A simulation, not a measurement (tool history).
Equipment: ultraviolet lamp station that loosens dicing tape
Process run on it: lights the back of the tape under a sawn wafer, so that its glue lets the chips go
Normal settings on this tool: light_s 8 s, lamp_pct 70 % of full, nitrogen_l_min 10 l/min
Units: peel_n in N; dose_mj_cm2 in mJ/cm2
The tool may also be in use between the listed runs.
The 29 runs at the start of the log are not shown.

run,hour,light_s,lamp_pct,nitrogen_l_min,hours of work of the lamp,hours of work since the window was cleaned,peel_n,dose_mj_cm2
30,1323.4,4,95,12,442,336,1.014,153
31,1350.5,4,95,12,460,354,1.035,150
32,1389.8,4,95,12,485,379,1.049,150
# hour 1442.1: window cleaned of glue's vapour
33,1442.1,15,92,3,519,0,0.251,579
34,1496.2,7,72,7,555,35,0.892,206
35,1536.6,8,71,5,581,62,0.899,231
36,1595.5,6,70,10,620,101,0.991,171
37,1652,9,69,18,657,138,0.425,246
38,1701.5,11,80,19,689,170,0.203,341
39,1763.1,8,80,15,730,210,0.472,245
40,1818.6,8,70,16,766,247,0.603,209
41,1876.3,8,70,16,804,285,0.592,208
42,1913.3,8,70,16,828,309,0.624,201
43,1948.3,7,72,8,851,332,1.006,176

3 ways to go on from here, each from the tool as it stands after run 43. What would each give?
# hour 1960.8: lamp changed
A,1987.1,7,85,8,17,357,?,?
# hour 1960.8: lamp changed
B,1987.1,7,62,8,17,357,?,?
# hour 1960.8: lamp changed
C,1987.1,6,64,7,17,357,?,?

run,peel_n,dose_mj_cm2
A,0.577,270
B,0.918,193
C,1.094,172
Had the tool no hidden state, the same runs would have come out as:
run,peel_n,dose_mj_cm2
A,0.494,295
B,0.815,211
C,0.988,188
